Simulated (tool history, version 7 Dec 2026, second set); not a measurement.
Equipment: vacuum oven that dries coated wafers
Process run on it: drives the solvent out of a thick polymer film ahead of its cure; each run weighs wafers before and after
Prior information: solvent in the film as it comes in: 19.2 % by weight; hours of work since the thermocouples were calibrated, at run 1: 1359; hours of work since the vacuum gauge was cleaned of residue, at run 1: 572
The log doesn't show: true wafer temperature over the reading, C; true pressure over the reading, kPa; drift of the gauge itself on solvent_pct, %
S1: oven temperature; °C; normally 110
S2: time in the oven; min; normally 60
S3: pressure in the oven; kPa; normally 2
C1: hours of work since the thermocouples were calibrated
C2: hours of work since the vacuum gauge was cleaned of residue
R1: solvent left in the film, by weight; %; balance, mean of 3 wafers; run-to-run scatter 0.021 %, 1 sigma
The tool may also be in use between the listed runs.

run 1 day=0 | S1=110 S2=60 S3=2 | C1=1359 C2=572 | R1=3
run 2 day=0.996 | S1=110 S2=60 S3=2 | C1=1376 C2=589 | R1=3
run 3 day=2.254 | S1=112 S2=60 S3=2 | C1=1398 C2=611 | R1=2.48
run 4 day=3.346 | S1=112 S2=60 S3=2 | C1=1417 C2=630 | R1=2.48
run 5 day=4.217 | S1=110 S2=75 S3=2 | C1=1432 C2=646 | R1=2.33
run 6 day=4.95 | S1=110 S2=75 S3=2 | C1=1445 C2=658 | R1=2.3
run 7 day=5.604 | S1=110 S2=60 S3=2 | C1=1456 C2=670 | R1=2.98
run 8 day=6.796 | S1=110 S2=60 S3=2 | C1=1477 C2=691 | R1=3.01
run 9 day=8.092 | S1=110 S2=60 S3=2 | C1=1500 C2=713 | R1=2.98
run 10 day=9.212 | S1=110 S2=60 S3=2 | C1=1519 C2=733 | R1=3
run 11 day=9.792 | S1=107 S2=49 S3=1.18 | C1=1530 C2=743 | R1=4.3
run 12 day=10.683 | S1=107 S2=49 S3=1.18 | C1=1545 C2=758 | R1=4.34
-- day=11.379 oven's thermocouples calibrated
run 13 day=12.067 | S1=107 S2=49 S3=1.18 | C1=12 C2=781 | R1=4.69
run 14 day=13.317 | S1=119 S2=39 S3=3.94 | C1=34 C2=803 | R1=3.28
run 15 day=14.121 | S1=119 S2=39 S3=3.94 | C1=48 C2=817 | R1=3.3
run 16 day=15.379 | S1=119 S2=39 S3=3.94 | C1=70 C2=839 | R1=3.29
run 17 day=16.442 | S1=119 S2=39 S3=3.94 | C1=88 C2=858 | R1=3.29
run 18 day=17.288 | S1=102 S2=41 S3=1.58 | C1=103 C2=872 | R1=7.79
run 19 day=18.475 | S1=120 S2=34 S3=1.43 | C1=124 C2=893 | R1=2.37
run 20 day=19.162 | S1=120 S2=34 S3=1.43 | C1=136 C2=905 | R1=2.4

Predict each of these 4 candidate next runs independently; none follows another, all start after run 20:
run A day=19.958 | S1=120 S2=93 S3=1.43 | C1=150 C2=919 | R1=?
run B day=19.958 | S1=111 S2=60 S3=2.44 | C1=150 C2=919 | R1=?
run C day=19.958 | S1=108 S2=49 S3=2.94 | C1=150 C2=919 | R1=?
run D day=19.958 | S1=120 S2=53 S3=7.46 | C1=150 C2=919 | R1=?

run=A R1=0.88
run=B R1=3.27
run=C R1=5.33
run=D R1=4.03
With the hidden condition removed and each run's random variation left untouched, the same runs would have given:
run=A R1=0.71
run=B R1=3.19
run=C R1=5.31
run=D R1=3.95

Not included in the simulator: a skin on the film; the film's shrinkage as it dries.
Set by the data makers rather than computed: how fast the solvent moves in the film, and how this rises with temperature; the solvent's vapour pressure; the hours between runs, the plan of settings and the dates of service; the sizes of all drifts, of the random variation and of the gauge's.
